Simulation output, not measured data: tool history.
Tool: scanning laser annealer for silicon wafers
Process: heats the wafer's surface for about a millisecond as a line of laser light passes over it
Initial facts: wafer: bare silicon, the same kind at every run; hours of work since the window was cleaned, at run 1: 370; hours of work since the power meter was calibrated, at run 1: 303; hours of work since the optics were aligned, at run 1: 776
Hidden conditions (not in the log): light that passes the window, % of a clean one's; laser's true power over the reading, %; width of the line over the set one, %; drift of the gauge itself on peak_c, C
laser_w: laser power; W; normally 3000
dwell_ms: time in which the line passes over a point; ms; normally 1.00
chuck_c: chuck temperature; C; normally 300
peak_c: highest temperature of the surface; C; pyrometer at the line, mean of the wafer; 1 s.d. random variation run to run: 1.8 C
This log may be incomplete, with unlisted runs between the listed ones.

run	hour	laser_w	dwell_ms	chuck_c	hours of work since the window was cleaned	hours of work since the power meter was calibrated	hours of work since the optics were aligned	peak_c
1	0.0	3000	1.00	300	370	303	776	1028
2	14.7	3000	1.00	316	380	313	786	1041
3	22.8	3000	1.00	316	386	319	791	1043
4	31.3	3000	1.00	316	392	325	797	1041
5	41.2	3000	1.00	316	399	332	804	1039
6	54.4	3000	1.00	316	408	341	813	1036
7	65.5	3000	1.00	316	416	349	821	1038
8	76.0	3000	0.73	300	423	356	828	915
9	90.0	3000	1.00	300	433	366	838	1020
10	96.9	3000	1.00	300	437	370	843	1020
11	110.1	3000	1.00	300	447	380	852	1020
12	120.1	3000	1.00	300	453	387	859	1020
13	129.4	3000	0.93	300	460	393	866	994
# hour 132.4: window over the wafer cleaned
14	141.3	3000	0.93	300	6	400	872	972
15	156.7	3000	0.93	300	17	410	883	972
# hour 167.4: window over the wafer cleaned, once more
16	174.1	3000	0.93	300	5	421	894	1028
17	188.2	3000	0.93	300	14	431	904	1025
18	201.4	3000	1.00	300	24	440	913	1049
19	213.5	3000	1.00	300	32	449	921	1050
20	223.4	3000	1.00	332	39	455	928	1082
21	236.4	3000	0.88	332	48	465	937	1032

Predict the results of run 22:
22	246.8	3000	1.00	318	55	472	944	?

{"run 22": {"peak_c": 1067}}
Had the tool carried no hidden state, the very same run would have given peak_c 1086 C.

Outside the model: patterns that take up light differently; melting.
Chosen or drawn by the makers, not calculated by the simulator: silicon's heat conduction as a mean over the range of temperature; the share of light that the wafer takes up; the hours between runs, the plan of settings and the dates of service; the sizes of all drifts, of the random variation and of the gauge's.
